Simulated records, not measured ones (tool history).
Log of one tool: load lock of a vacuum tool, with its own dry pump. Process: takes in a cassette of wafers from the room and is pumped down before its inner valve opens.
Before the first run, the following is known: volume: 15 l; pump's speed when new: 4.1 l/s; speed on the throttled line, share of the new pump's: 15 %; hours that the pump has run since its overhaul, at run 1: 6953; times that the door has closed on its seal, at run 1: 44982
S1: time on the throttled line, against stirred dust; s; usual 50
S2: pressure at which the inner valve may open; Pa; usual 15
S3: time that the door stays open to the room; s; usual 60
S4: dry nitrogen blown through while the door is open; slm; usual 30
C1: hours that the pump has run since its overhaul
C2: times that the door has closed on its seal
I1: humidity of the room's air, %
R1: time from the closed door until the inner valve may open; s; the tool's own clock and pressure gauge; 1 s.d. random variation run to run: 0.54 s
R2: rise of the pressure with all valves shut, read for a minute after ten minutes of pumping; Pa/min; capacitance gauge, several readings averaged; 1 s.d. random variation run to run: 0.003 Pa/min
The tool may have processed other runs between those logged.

{"run": 1, "hour": 0.0, "S1": 50, "S2": 15, "S3": 60, "S4": 30, "C1": 6953, "C2": 44982, "I1": 45.0, "R1": 80.3, "R2": 0.142}
{"run": 2, "hour": 396.6, "S1": 50, "S2": 15, "S3": 60, "S4": 30, "C1": 7350, "C2": 45898, "I1": 43.9, "R1": 80.1, "R2": 0.135}
{"run": 3, "hour": 718.3, "S1": 50, "S2": 15, "S3": 60, "S4": 30, "C1": 7672, "C2": 46641, "I1": 39.7, "R1": 81.0, "R2": 0.144}
{"run": 4, "hour": 958.8, "S1": 50, "S2": 15, "S3": 60, "S4": 30, "C1": 7912, "C2": 47196, "I1": 46.4, "R1": 80.0, "R2": 0.148}
{"run": 5, "hour": 1373.5, "S1": 50, "S2": 15, "S3": 60, "S4": 30, "C1": 8327, "C2": 48154, "I1": 46.5, "R1": 80.4, "R2": 0.154}
{"run": 6, "hour": 1605.7, "S1": 50, "S2": 15, "S3": 60, "S4": 30, "C1": 8559, "C2": 48690, "I1": 42.9, "R1": 81.7, "R2": 0.144}
{"run": 7, "hour": 1997.6, "S1": 50, "S2": 15, "S3": 60, "S4": 30, "C1": 8951, "C2": 49595, "I1": 42.3, "R1": 80.6, "R2": 0.158}
{"run": 8, "hour": 2397.7, "S1": 50, "S2": 15, "S3": 60, "S4": 17, "C1": 9351, "C2": 50519, "I1": 46.4, "R1": 81.9, "R2": 0.161}
{"run": 9, "hour": 2686.7, "S1": 50, "S2": 15, "S3": 60, "S4": 17, "C1": 9640, "C2": 51187, "I1": 47.0, "R1": 81.0, "R2": 0.174}
{"run": 10, "hour": 2995.6, "S1": 50, "S2": 15, "S3": 60, "S4": 17, "C1": 9949, "C2": 51900, "I1": 45.1, "R1": 81.7, "R2": 0.174}
{"hour": 3138.7, "done": "dry pump taken out, an overhauled one fitted"}
{"run": 11, "hour": 3277.7, "S1": 50, "S2": 15, "S3": 60, "S4": 17, "C1": 139, "C2": 52538, "I1": 45.2, "R1": 74.7, "R2": 0.181}
{"run": 12, "hour": 3768.8, "S1": 50, "S2": 15, "S3": 60, "S4": 17, "C1": 630, "C2": 53672, "I1": 46.7, "R1": 74.0, "R2": 0.183}
{"run": 13, "hour": 4012.6, "S1": 50, "S2": 15, "S3": 60, "S4": 17, "C1": 874, "C2": 54235, "I1": 44.0, "R1": 74.8, "R2": 0.183}
{"run": 14, "hour": 4554.0, "S1": 50, "S2": 27, "S3": 60, "S4": 30, "C1": 1415, "C2": 55485, "I1": 46.1, "R1": 73.6, "R2": 0.18}
{"run": 15, "hour": 5075.2, "S1": 50, "S2": 15, "S3": 60, "S4": 18, "C1": 1936, "C2": 56689, "I1": 45.6, "R1": 76.5, "R2": 0.19}
{"run": 16, "hour": 5331.2, "S1": 50, "S2": 15, "S3": 60, "S4": 30, "C1": 2193, "C2": 57280, "I1": 46.6, "R1": 75.7, "R2": 0.186}
{"run": 17, "hour": 5630.4, "S1": 50, "S2": 15, "S3": 60, "S4": 30, "C1": 2492, "C2": 57971, "I1": 42.8, "R1": 75.5, "R2": 0.184}
{"run": 18, "hour": 5948.9, "S1": 50, "S2": 15, "S3": 60, "S4": 30, "C1": 2810, "C2": 58707, "I1": 44.6, "R1": 76.7, "R2": 0.19}
{"run": 19, "hour": 6263.2, "S1": 50, "S2": 23, "S3": 60, "S4": 30, "C1": 3124, "C2": 59432, "I1": 45.3, "R1": 74.6, "R2": 0.191}
{"run": 20, "hour": 6683.1, "S1": 50, "S2": 23, "S3": 60, "S4": 30, "C1": 3544, "C2": 60402, "I1": 43.6, "R1": 75.6, "R2": 0.201}
{"run": 21, "hour": 7225.1, "S1": 50, "S2": 23, "S3": 60, "S4": 30, "C1": 4086, "C2": 61654, "I1": 42.6, "R1": 75.5, "R2": 0.202}
{"run": 22, "hour": 7630.2, "S1": 41, "S2": 10, "S3": 97, "S4": 5, "C1": 4492, "C2": 62590, "I1": 45.4, "R1": 71.9, "R2": 0.274}
{"run": 23, "hour": 8044.7, "S1": 41, "S2": 17, "S3": 97, "S4": 5, "C1": 4906, "C2": 63547, "I1": 41.1, "R1": 69.2, "R2": 0.266}
{"run": 24, "hour": 8337.7, "S1": 41, "S2": 17, "S3": 97, "S4": 5, "C1": 5199, "C2": 64223, "I1": 43.8, "R1": 69.1, "R2": 0.269}
{"run": 25, "hour": 8700.7, "S1": 26, "S2": 29, "S3": 57, "S4": 4, "C1": 5562, "C2": 65062, "I1": 46.3, "R1": 54.9, "R2": 0.27}
{"run": 26, "hour": 9059.4, "S1": 51, "S2": 23, "S3": 227, "S4": 16, "C1": 5921, "C2": 65890, "I1": 49.1, "R1": 78.3, "R2": 0.287}
{"run": 27, "hour": 9446.0, "S1": 51, "S2": 23, "S3": 227, "S4": 16, "C1": 6307, "C2": 66783, "I1": 48.1, "R1": 76.6, "R2": 0.288}
{"run": 28, "hour": 9981.6, "S1": 51, "S2": 15, "S3": 227, "S4": 16, "C1": 6843, "C2": 68020, "I1": 43.3, "R1": 80.2, "R2": 0.294}
{"run": 29, "hour": 10381.2, "S1": 50, "S2": 20, "S3": 62, "S4": 10, "C1": 7243, "C2": 68943, "I1": 41.6, "R1": 78.6, "R2": 0.255}
{"run": 30, "hour": 10832.3, "S1": 59, "S2": 15, "S3": 91, "S4": 7, "C1": 7694, "C2": 69985, "I1": 45.6, "R1": 86.7, "R2": 0.286}
{"run": 31, "hour": 11321.0, "S1": 50, "S2": 16, "S3": 88, "S4": 10, "C1": 8182, "C2": 71113, "I1": 46.5, "R1": 79.9, "R2": 0.285}
{"run": 32, "hour": 11619.8, "S1": 53, "S2": 15, "S3": 60, "S4": 30, "C1": 8481, "C2": 71803, "I1": 46.1, "R1": 81.8, "R2": 0.247}
{"run": 33, "hour": 12027.1, "S1": 53, "S2": 15, "S3": 60, "S4": 30, "C1": 8888, "C2": 72744, "I1": 45.3, "R1": 82.7, "R2": 0.254}
{"run": 34, "hour": 12430.2, "S1": 50, "S2": 15, "S3": 32, "S4": 12, "C1": 9291, "C2": 73675, "I1": 45.6, "R1": 80.2, "R2": 0.261}
{"run": 35, "hour": 12694.3, "S1": 50, "S2": 15, "S3": 231, "S4": 25, "C1": 9556, "C2": 74284, "I1": 44.1, "R1": 81.3, "R2": 0.296}
{"hour": 12739.4, "done": "door's seal changed, seat wiped"}
{"hour": 13257.9, "done": "dry pump taken out, an overhauled one fitted"}
{"run": 36, "hour": 13257.9, "S1": 50, "S2": 15, "S3": 231, "S4": 25, "C1": 0, "C2": 1184, "I1": 45.9, "R1": 75.0, "R2": 0.079}
{"run": 37, "hour": 13537.0, "S1": 92, "S2": 12, "S3": 27, "S4": 25, "C1": 279, "C2": 1828, "I1": 46.1, "R1": 113.1, "R2": 0.03}

Same runs, no hidden state in the tool, same run-to-run variation:
Hidden state at play: pump's speed, % of a new pump's; leak at the door's seal, Pa l/s; drift of the gauge itself on ready_s, %; drift of the gauge itself on rise_pa_min, %.
run=1 R1=75.6 R2=0.035
run=2 R1=75.1 R2=0.024
run=3 R1=75.7 R2=0.032
run=4 R1=74.7 R2=0.035
run=5 R1=74.7 R2=0.035
run=6 R1=75.7 R2=0.024
run=7 R1=74.4 R2=0.033
run=8 R1=75.4 R2=0.035
run=9 R1=74.4 R2=0.047
run=10 R1=74.7 R2=0.041
run=11 R1=74.8 R2=0.047
run=12 R1=73.8 R2=0.046
run=13 R1=74.5 R2=0.044
run=14 R1=73.1 R2=0.033
run=15 R1=75.6 R2=0.040
run=16 R1=74.7 R2=0.034
run=17 R1=74.3 R2=0.030
run=18 R1=75.3 R2=0.031
run=19 R1=73.1 R2=0.031
run=20 R1=73.9 R2=0.037
run=21 R1=73.5 R2=0.032
run=22 R1=69.3 R2=0.100
run=23 R1=66.4 R2=0.089
run=24 R1=66.1 R2=0.090
run=25 R1=51.7 R2=0.085
run=26 R1=75.2 R2=0.095
run=27 R1=73.2 R2=0.096
run=28 R1=76.2 R2=0.093
run=29 R1=74.5 R2=0.055
run=30 R1=82.4 R2=0.081
run=31 R1=75.0 R2=0.072
run=32 R1=76.9 R2=0.028
run=33 R1=77.4 R2=0.031
run=34 R1=74.5 R2=0.034
run=35 R1=75.4 R2=0.066
run=36 R1=74.6 R2=0.074
run=37 R1=112.7 R2=0.024
